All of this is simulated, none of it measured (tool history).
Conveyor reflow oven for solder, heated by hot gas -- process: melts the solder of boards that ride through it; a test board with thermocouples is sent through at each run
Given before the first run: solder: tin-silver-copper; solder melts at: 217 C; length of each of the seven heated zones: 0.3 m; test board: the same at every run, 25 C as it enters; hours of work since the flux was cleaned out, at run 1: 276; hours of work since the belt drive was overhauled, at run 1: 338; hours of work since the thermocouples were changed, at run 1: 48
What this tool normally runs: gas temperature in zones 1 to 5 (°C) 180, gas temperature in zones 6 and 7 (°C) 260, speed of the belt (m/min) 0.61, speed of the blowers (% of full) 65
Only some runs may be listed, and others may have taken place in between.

run	hour	gas temperature in zones 1 to 5 (°C)	gas temperature in zones 6 and 7 (°C)	speed of the belt (m/min)	speed of the blowers (% of full)	hours of work since the flux was cleaned out	hours of work since the belt drive was overhauled	hours of work since the thermocouples were changed	highest temperature of the board (°C)	time above the solder's melting point (s)
1	0	180	260	0.61	65	276	338	48	243.2	39.8
2	10.9	180	249	0.61	65	284	346	55	233.9	31.6
3	23.5	180	249	0.61	65	293	355	65	233.9	31.6
4	31.2	180	249	0.61	65	299	361	70	233.5	31.7
5	43.1	180	249	0.61	65	308	369	79	233.2	31.8
6	53.7	180	249	0.61	65	315	377	86	233.6	31.4
7	60.5	180	260	0.61	77	320	382	91	245	41.4
8	73.5	180	260	0.61	77	330	391	101	245.1	41.6
9	86.7	180	260	0.61	65	339	401	110	243.2	39.3
10	93.7	180	260	0.61	65	344	406	115	242.6	39.3
11	103.2	180	260	0.61	65	351	413	122	243.2	39.2
# hour 113.4: flux residue cleaned out of gas plates and filters
12	118.2	180	260	0.61	65	3	420	130	244.6	41.6
13	127	180	260	0.61	65	10	426	136	244.3	41.8
14	136.5	180	260	0.61	65	17	433	143	245.4	41.4
15	146.5	180	260	0.61	65	24	441	150	244.8	41.2
16	157.4	180	260	0.61	65	32	448	158	244.3	41.3
17	165.8	192	260	0.61	51	38	455	164	244	44.6
18	175.5	192	260	0.61	51	45	462	171	243.8	44.3
19	188.4	193	260	0.61	73	54	471	180	248.4	48.7
20	199.8	180	267	0.534	65	63	479	189	253.8	55.1
21	208.6	178	260	0.656	65	69	486	195	242	35
22	216.2	175	264	0.525	78	75	491	201	253.1	54.3
23	222.8	184	260	0.61	57	79	496	205	243.5	41.6
24	233.9	184	275	0.719	80	87	504	214	255.1	40.8
25	243.7	167	267	0.61	76	94	511	221	249.5	41.7
26	257.4	180	263	0.632	65	104	521	231	245.6	39.7
27	268	180	250	0.681	65	112	529	238	232.9	26.4
28	281.4	176	250	0.568	66	122	538	248	236.4	37.4
29	293.8	188	272	0.568	53	131	547	257	255.9	54.4
30	303.6	180	260	0.61	80	138	554	264	246.5	43.1

Predict each of these 4 candidate next runs independently; none follows another, all start after run 30:
A	315.1	180	254	0.61	65	146	563	272	?	?
B	315.1	180	260	0.678	65	146	563	272	?	?
C	315.1	180	260	0.671	80	146	563	272	?	?
D	315.1	176	253	0.61	80	146	563	272	?	?

run	highest temperature of the board (°C)	time above the solder's melting point (s)
A	238.4	36.7
B	240.2	33.6
C	243.6	36.8
D	239.5	36.7
With no hidden state in the tool, these same runs would have given:
run	highest temperature of the board (°C)	time above the solder's melting point (s)
A	239.7	37.5
B	241.5	34.5
C	245	37.6
D	240.8	37.6

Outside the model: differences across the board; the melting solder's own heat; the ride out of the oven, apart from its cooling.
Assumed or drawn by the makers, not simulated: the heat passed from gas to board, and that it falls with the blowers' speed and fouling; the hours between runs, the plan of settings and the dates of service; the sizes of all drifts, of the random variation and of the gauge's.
